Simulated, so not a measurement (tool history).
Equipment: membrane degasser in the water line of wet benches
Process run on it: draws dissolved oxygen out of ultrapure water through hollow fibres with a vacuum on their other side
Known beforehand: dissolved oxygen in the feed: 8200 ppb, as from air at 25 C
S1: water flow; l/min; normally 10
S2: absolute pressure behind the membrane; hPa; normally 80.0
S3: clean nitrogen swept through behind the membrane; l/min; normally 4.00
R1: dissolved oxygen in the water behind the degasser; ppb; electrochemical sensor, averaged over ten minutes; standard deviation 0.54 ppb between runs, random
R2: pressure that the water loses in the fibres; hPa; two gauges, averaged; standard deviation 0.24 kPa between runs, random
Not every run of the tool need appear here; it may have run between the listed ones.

| run | hour | S1 | S2 | S3 | R1 | R2 |
|---|---|---|---|---|---|---|
| 1 | 0.0 | 10 | 80.0 | 4.00 | 45.3 | 629.7 |
| 2 | 121.1 | 10 | 80.0 | 4.00 | 45.0 | 629.3 |
| 3 | 252.2 | 10 | 80.0 | 9.13 | 28.2 | 633.0 |
| 4 | 317.7 | 10 | 80.0 | 9.13 | 28.3 | 637.3 |
| 5 | 437.1 | 11 | 80.0 | 4.00 | 57.4 | 693.5 |
| 6 | 581.2 | 11 | 80.0 | 4.00 | 56.6 | 695.8 |
| 7 | 727.6 | 11 | 80.0 | 4.00 | 57.2 | 691.5 |
| 8 | 806.6 | 11 | 80.0 | 4.00 | 56.4 | 699.7 |
| 9 | 891.3 | 10 | 80.0 | 4.00 | 44.7 | 634.9 |
| 10 | 960.6 | 8 | 148.7 | 2.41 | 101.6 | 505.4 |
| 11 | 1026.9 | 8 | 148.7 | 2.41 | 98.1 | 505.6 |
| 12 | 1092.4 | 13 | 80.0 | 4.00 | 90.0 | 816.1 |
| 13 | 1172.7 | 7 | 118.8 | 7.05 | 22.9 | 444.7 |
| 14 | 1310.0 | 10 | 80.0 | 4.27 | 42.6 | 631.2 |
| 15 | 1431.8 | 10 | 67.9 | 4.00 | 37.5 | 629.6 |
| 16 | 1511.7 | 6 | 160.1 | 8.10 | 24.4 | 380.3 |
| 17 | 1632.7 | 6 | 160.1 | 8.10 | 24.2 | 381.1 |

Withheld: 1 entry from between the runs. Position of each, and hidden state at the listed run before versus the listed run after:
After run 4, before run 5: seals of the vacuum lines changed (hour 377.3)
  air that leaks in behind the membrane, l/min: 0.0021 -> 0.002
